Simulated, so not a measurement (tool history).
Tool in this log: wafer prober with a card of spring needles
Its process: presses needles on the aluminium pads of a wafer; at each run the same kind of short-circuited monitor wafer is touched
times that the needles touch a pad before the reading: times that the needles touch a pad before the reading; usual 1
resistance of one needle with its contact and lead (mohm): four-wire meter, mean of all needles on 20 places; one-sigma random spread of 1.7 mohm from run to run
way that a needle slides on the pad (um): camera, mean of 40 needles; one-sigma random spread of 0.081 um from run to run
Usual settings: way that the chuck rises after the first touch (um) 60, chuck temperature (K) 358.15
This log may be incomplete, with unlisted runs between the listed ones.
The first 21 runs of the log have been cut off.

run   hour  way that the chuck rises after the first touch (um)  chuck temperature (K)  times that the needles touch a pad before the reading  touches since the tips were cleaned  cleanings since the card got new needles  touches since the first contact's height was set  resistance of one needle with its contact and lead (mohm)  way that a needle slides on the pad (um)
     326.7  -- tips cleaned on abrasive film
 22  332.7                                                   68                 358.15                                                      1                                 3446                                        70                                            196186                                                        176                                     18.14
     337.2  -- tips cleaned on abrasive film
     347.3  -- tips cleaned on abrasive film
 23  347.3                                                   68                 332.15                                                      2                                    0                                        72                                            204424                                                        172                                     18.39
     357.9  -- tips cleaned on abrasive film
 24  365.1                                                   60                 358.15                                                      2                                 4124                                        73                                            214597                                                        179                                     16.07
     367.9  -- tips cleaned on abrasive film
     378.5  -- tips cleaned on abrasive film
 25  383.9                                                   60                 358.15                                                      1                                 3076                                        75                                            225245                                                        183                                     16.16
     389.2  -- tips cleaned on abrasive film
     400.5  -- tips cleaned on abrasive film
     402.2  -- height of the first contact set anew
 26  407.8                                                   60                 358.15                                                      1                                 4072                                        77                                              3263                                                        177                                     16.32
     411.5  -- tips cleaned on abrasive film
     422.9  -- tips cleaned on abrasive film
 27  430.3                                                   54                 358.15                                                      3                                 4267                                        79                                             16042                                                        181                                     14.88
     434.0  -- tips cleaned on abrasive film
     444.4  -- tips cleaned on abrasive film
 28  453.0                                                   50                 398.15                                                      2                                 4937                                        81                                             28933                                                        189                                     13.82
     455.1  -- tips cleaned on abrasive film
     465.8  -- tips cleaned on abrasive film
     476.5  -- tips cleaned on abrasive film
 29  477.0                                                   50                 398.15                                                      2                                  318                                        84                                             42575                                                        192                                     13.76
     486.4  -- tips cleaned on abrasive film
     496.7  -- tips cleaned on abrasive film
 30  499.7                                                   50                 398.15                                                      2                                 1720                                        86                                             55446                                                        190                                     13.90

What if the next run were any one of these 5? Each begins from the tool's condition after run 30:
     506.9  -- tips cleaned on abrasive film
  A  516.4                                                   45                 380.15                                                      1                                 5438                                        87                                             64972                                                          ?                                         ?
     506.9  -- tips cleaned on abrasive film
  B  516.4                                                   50                 387.15                                                      2                                 5438                                        87                                             64972                                                          ?                                         ?
     506.9  -- tips cleaned on abrasive film
  C  516.4                                                   67                 358.15                                                      2                                 5438                                        87                                             64972                                                          ?                                         ?
     506.9  -- tips cleaned on abrasive film
  D  516.4                                                   56                 376.15                                                      2                                 5438                                        87                                             64972                                                          ?                                         ?
     506.9  -- tips cleaned on abrasive film
  E  516.4                                                   50                 338.15                                                      1                                 5438                                        87                                             64972                                                          ?                                         ?

run  resistance of one needle with its contact and lead (mohm)  way that a needle slides on the pad (um)
  A                                                        190                                     12.49
  B                                                        187                                     13.65
  C                                                        176                                     18.48
  D                                                        184                                     15.40
  E                                                        177                                     13.63
Without the tool's unlogged condition, the same runs would have read:
run  resistance of one needle with its contact and lead (mohm)  way that a needle slides on the pad (um)
  A                                                        189                                     12.08
  B                                                        186                                     13.20
  C                                                        176                                     17.87
  D                                                        184                                     14.89
  E                                                        176                                     13.18

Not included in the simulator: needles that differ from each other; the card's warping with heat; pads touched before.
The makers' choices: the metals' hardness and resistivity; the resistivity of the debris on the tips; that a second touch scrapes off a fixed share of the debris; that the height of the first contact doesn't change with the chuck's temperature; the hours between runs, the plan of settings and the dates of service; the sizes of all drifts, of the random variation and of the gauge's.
